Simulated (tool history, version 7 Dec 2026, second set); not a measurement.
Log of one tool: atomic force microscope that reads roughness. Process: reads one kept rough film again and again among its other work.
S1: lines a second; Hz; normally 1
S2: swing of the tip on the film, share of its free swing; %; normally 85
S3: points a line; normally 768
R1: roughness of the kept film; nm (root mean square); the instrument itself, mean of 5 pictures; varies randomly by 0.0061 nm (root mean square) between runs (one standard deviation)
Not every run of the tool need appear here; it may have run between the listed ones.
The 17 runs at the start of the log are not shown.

Run 18, day 17.158: usual settings. Result: R1 1.021 nm (root mean square).
Run 19, day 18.088: usual settings but S1 3.72 Hz, S2 80 %. Result: R1 0.822 nm (root mean square).
Run 20, day 18.721: usual settings but S1 2.33 Hz, S2 80 %, S3 535. Result: R1 0.86 nm (root mean square).
Run 21, day 19.625: usual settings but S1 0.55 Hz, S2 84 %, S3 811. Result: R1 0.915 nm (root mean square).
At day 19.75: new tip fitted.
Run 22, day 20.388: usual settings but S2 58 %, S3 874. Result: R1 1.163 nm (root mean square).
Run 23, day 21.529: usual settings but S2 58 %, S3 874. Result: R1 1.092 nm (root mean square).
Run 24, day 22.342: usual settings but S2 58 %, S3 874. Result: R1 1.039 nm (root mean square).
Run 25, day 23.488: usual settings but S1 2.69 Hz, S2 68 %, S3 396. Result: R1 0.874 nm (root mean square).
At day 23.95: new tip fitted.
Run 26, day 24.779: usual settings but S1 2.69 Hz, S2 68 %, S3 396. Result: R1 1.055 nm (root mean square).
Run 27, day 25.446: usual settings but S1 2.69 Hz, S2 68 %, S3 396. Result: R1 1.022 nm (root mean square).
Run 28, day 26.054: usual settings but S2 81 %. Result: R1 1.002 nm (root mean square).

Predict the results of run 29:
Run 29, day 27.267: usual settings but S3 552. Result: R1 ?.

{"run 29": {"R1": 0.911}}
Were there no unlogged condition in the tool, this run, its random variation unchanged, would have produced R1 1.126 nm (root mean square).
